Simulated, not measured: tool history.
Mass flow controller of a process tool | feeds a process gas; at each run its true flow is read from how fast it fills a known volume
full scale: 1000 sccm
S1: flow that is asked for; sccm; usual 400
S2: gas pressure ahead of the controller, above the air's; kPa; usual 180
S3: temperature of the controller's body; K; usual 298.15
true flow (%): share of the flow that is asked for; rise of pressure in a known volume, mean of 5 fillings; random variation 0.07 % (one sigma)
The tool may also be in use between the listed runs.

run 1 hour=0 | S1=400 S2=180 S3=298.15 | true_flow_(%)=98.46
run 2 hour=141.7 | S1=400 S2=180 S3=298.15 | true_flow_(%)=98.34
run 3 hour=251.5 | S1=400 S2=180 S3=298.15 | true_flow_(%)=98.42
run 4 hour=373.2 | S1=400 S2=180 S3=298.15 | true_flow_(%)=98.43
run 5 hour=526.8 | S1=400 S2=180 S3=298.15 | true_flow_(%)=98.37
run 6 hour=653.3 | S1=400 S2=180 S3=298.15 | true_flow_(%)=98.55
run 7 hour=739.8 | S1=400 S2=180 S3=309.15 | true_flow_(%)=97.99
run 8 hour=846.3 | S1=400 S2=180 S3=298.15 | true_flow_(%)=98.36
run 9 hour=956.2 | S1=400 S2=180 S3=298.15 | true_flow_(%)=98.46
run 10 hour=1032.5 | S1=400 S2=180 S3=298.15 | true_flow_(%)=98.51
run 11 hour=1124.6 | S1=883 S2=180 S3=298.15 | true_flow_(%)=99.58
run 12 hour=1279.3 | S1=883 S2=180 S3=303.15 | true_flow_(%)=99.36
run 13 hour=1420.7 | S1=883 S2=180 S3=303.15 | true_flow_(%)=99.39
run 14 hour=1505.5 | S1=797 S2=180 S3=298.15 | true_flow_(%)=99.29
run 15 hour=1670.6 | S1=400 S2=142 S3=298.15 | true_flow_(%)=98.21
run 16 hour=1814.9 | S1=400 S2=142 S3=298.15 | true_flow_(%)=98.13
run 17 hour=1965.6 | S1=400 S2=142 S3=298.15 | true_flow_(%)=98.23
run 18 hour=2060.2 | S1=400 S2=142 S3=298.15 | true_flow_(%)=98.11
-- hour=2151.3 controller exchanged for a calibrated one
run 19 hour=2151.3 | S1=618 S2=273 S3=311.15 | true_flow_(%)=99.24
run 20 hour=2285.5 | S1=618 S2=273 S3=311.15 | true_flow_(%)=99.13
run 21 hour=2452.9 | S1=950 S2=193 S3=305.15 | true_flow_(%)=99.57
run 22 hour=2560 | S1=950 S2=193 S3=305.15 | true_flow_(%)=99.59
run 23 hour=2701.9 | S1=950 S2=201 S3=300.15 | true_flow_(%)=99.81
run 24 hour=2774.2 | S1=936 S2=187 S3=298.15 | true_flow_(%)=99.79
run 25 hour=2847.6 | S1=104 S2=187 S3=302.15 | true_flow_(%)=97.63
run 26 hour=2922.7 | S1=687 S2=170 S3=302.15 | true_flow_(%)=98.88
run 27 hour=3086.1 | S1=565 S2=180 S3=298.15 | true_flow_(%)=98.72
run 28 hour=3190.6 | S1=400 S2=158 S3=298.15 | true_flow_(%)=98.21
run 29 hour=3344.4 | S1=940 S2=227 S3=298.15 | true_flow_(%)=99.98
run 30 hour=3446.5 | S1=165 S2=180 S3=298.15 | true_flow_(%)=97.87
run 31 hour=3579 | S1=165 S2=180 S3=298.15 | true_flow_(%)=97.96
run 32 hour=3745.3 | S1=185 S2=180 S3=297.15 | true_flow_(%)=98.01
run 33 hour=3835.7 | S1=221 S2=180 S3=304.15 | true_flow_(%)=97.8
run 34 hour=3940.7 | S1=530 S2=213 S3=311.15 | true_flow_(%)=98.4
run 35 hour=4073.5 | S1=530 S2=213 S3=311.15 | true_flow_(%)=98.47

5 ways to go on from here, each from the tool as it stands after run 35. What would each give?
run A hour=4228.5 | S1=226 S2=155 S3=298.15 | true_flow_(%)=?
run B hour=4228.5 | S1=204 S2=195 S3=302.15 | true_flow_(%)=?
run C hour=4228.5 | S1=400 S2=194 S3=309.15 | true_flow_(%)=?
run D hour=4228.5 | S1=194 S2=177 S3=299.15 | true_flow_(%)=?
run E hour=4228.5 | S1=884 S2=151 S3=307.15 | true_flow_(%)=?

run=A true_flow_(%)=97.83
run=B true_flow_(%)=97.93
run=C true_flow_(%)=98.01
run=D true_flow_(%)=97.88
run=E true_flow_(%)=99.04
Without the tool's hidden state the same runs would have given:
run=A true_flow_(%)=97.82
run=B true_flow_(%)=97.92
run=C true_flow_(%)=98.01
run=D true_flow_(%)=97.87
run=E true_flow_(%)=99.04
